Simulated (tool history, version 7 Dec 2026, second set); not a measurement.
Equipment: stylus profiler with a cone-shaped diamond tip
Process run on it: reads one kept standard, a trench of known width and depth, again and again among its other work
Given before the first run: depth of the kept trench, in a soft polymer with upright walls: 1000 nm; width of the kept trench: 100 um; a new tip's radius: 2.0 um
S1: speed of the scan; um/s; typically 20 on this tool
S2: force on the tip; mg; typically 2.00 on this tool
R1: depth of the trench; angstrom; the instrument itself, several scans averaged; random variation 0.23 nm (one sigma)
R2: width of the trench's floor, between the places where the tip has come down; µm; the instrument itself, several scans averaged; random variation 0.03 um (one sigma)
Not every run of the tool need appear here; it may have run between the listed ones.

run   hour  S1    S2       R1     R2
  1    0.0  20  2.00  10061.2  95.58
  2   33.8  20  2.00  10069.2  95.55
  3   52.4  20  0.95  10029.1  95.50
  4   84.9  20  2.00  10062.4  95.50
  5  113.7  20  2.00  10063.3  95.54
  6  143.2  20  2.00  10059.9  95.43
  7  162.6  20  4.14  10124.6  95.50
  8  182.4  20  2.04  10063.7  95.45
  9  218.5  20  2.04  10066.4  95.41
 10  239.1  20  2.00  10058.5  95.42
 11  269.4  20  2.00  10060.7  95.34
 12  285.5  20  2.00  10060.1  95.34
 13  310.6  20  2.11  10062.3  95.33
 14  339.1  19  1.47  10035.0  95.32
 15  365.3  73  3.45  10097.4  95.15

Run 16 has not been measured yet. What should we expect?
 16  381.3  73  3.45   ?   ?

{"run 16": {"R1": 10102.3, "R2": 95.08}}
Without the tool's hidden state the same run would have given R1 10140.4 angstrom, R2 96.22 µm.
